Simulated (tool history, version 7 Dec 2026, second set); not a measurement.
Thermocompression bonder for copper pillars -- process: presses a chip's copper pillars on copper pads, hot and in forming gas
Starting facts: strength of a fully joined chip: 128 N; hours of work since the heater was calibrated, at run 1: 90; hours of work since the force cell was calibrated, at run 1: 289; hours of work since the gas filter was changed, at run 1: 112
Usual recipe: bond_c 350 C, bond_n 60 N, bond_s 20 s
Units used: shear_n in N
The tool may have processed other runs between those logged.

run,day,bond_c,bond_n,bond_s,hours of work since the heater was calibrated,hours of work since the force cell was calibrated,hours of work since the gas filter was changed,shear_n
1,0.000,350,60,20,90,289,112,58.0
2,0.750,374,60,20,101,300,124,69.9
3,1.842,374,60,20,117,316,140,69.9
4,2.321,374,60,20,124,323,147,69.2
# day 2.458: forming gas filter changed
5,2.929,374,60,20,133,332,7,68.7
6,3.612,350,60,20,143,342,17,56.8
7,4.658,323,60,20,158,357,33,43.3
8,5.183,350,60,20,166,365,40,56.4
9,5.871,350,60,20,176,375,51,57.5
10,6.617,350,60,20,187,386,62,57.6
11,7.542,350,60,20,201,400,75,56.0
12,8.679,350,60,20,218,417,92,57.0
13,9.796,320,60,20,234,434,109,42.8
14,10.529,350,60,20,245,444,119,57.1
15,11.475,350,90,20,259,458,134,72.4
16,12.246,350,60,20,271,470,145,56.2
# day 12.525: forming gas filter changed
17,13.138,350,60,34,284,483,9,68.7
18,14.050,350,60,34,297,496,23,68.3
19,14.721,350,60,34,307,506,33,68.5
20,15.825,350,60,20,323,523,49,57.9
21,16.638,358,51,57,336,535,61,78.9
22,17.596,358,51,57,350,549,75,79.4
23,18.125,363,54,36,357,557,83,70.7
24,19.208,363,54,36,374,573,99,71.6
25,19.783,363,54,36,382,581,107,72.1
26,20.696,372,62,20,396,595,121,68.8
27,21.562,372,62,20,408,608,134,69.1
# day 22.583: forming gas filter changed
28,22.604,358,62,20,424,623,0,62.2
29,23.400,350,74,11,435,634,12,52.2
30,23.875,369,55,11,442,641,19,50.8
31,24.958,369,55,11,458,657,35,49.7
32,25.438,380,38,12,465,665,42,43.8
33,26.154,376,38,22,476,675,53,52.6
34,26.904,376,56,25,487,686,64,72.3
35,27.908,345,38,10,502,701,79,29.7
36,29.046,345,38,10,519,718,96,29.6
37,29.667,339,48,20,528,727,105,43.5
38,30.262,350,60,42,537,736,114,73.4
39,31.179,350,60,42,551,750,127,72.8

What differs in the tool's unlogged condition from the final listed run ahead of each entry between runs to the first listed run following it?
Between runs 4 and 5: forming gas filter changed (day 2.458)
  oxide that the forming gas leaves, % of the face: 0.61 -> 0.51
Between runs 16 and 17: forming gas filter changed (day 12.525)
  oxide that the forming gas leaves, % of the face: 0.62 -> 0.51
Between runs 27 and 28: forming gas filter changed (day 22.583)
  oxide that the forming gas leaves, % of the face: 0.61 -> 0.51

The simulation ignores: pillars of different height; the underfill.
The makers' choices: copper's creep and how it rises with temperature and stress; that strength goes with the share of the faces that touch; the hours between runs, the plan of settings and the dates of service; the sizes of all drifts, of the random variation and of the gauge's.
